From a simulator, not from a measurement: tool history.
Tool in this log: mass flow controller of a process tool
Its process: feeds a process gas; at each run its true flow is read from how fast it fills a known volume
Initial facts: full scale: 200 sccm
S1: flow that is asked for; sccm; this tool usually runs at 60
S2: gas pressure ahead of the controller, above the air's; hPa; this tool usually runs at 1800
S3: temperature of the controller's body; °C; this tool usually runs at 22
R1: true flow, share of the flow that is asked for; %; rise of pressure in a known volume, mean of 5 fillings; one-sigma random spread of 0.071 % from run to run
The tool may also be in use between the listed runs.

run,hour,S1,S2,S3,R1
1,0.0,60,1800,22,99.45
2,131.8,60,1800,28,99.78
3,240.3,60,1800,28,99.71
4,323.6,43,1800,22,99.38
5,421.9,43,1800,22,99.68
6,544.2,43,1800,22,99.64
7,722.0,43,1800,22,99.86
8,829.5,43,1800,22,99.64
9,1008.5,43,1800,22,99.81
10,1130.0,93,1800,30,100.23
11,1296.5,171,1800,21,100.13
12,1449.4,171,1800,21,100.22
13,1528.1,171,1800,21,100.28

Below are 3 alternative next runs, each starting from the tool's condition after run 13. Predict each:
A,1698.3,60,1600,23,?
B,1698.3,90,2200,38,?
C,1698.3,46,1800,22,?

run,R1
A,100.12
B,100.84
C,100.00
With the hidden condition removed and each run's random variation left untouched, the same runs would have given:
run,R1
A,99.45
B,100.16
C,99.33
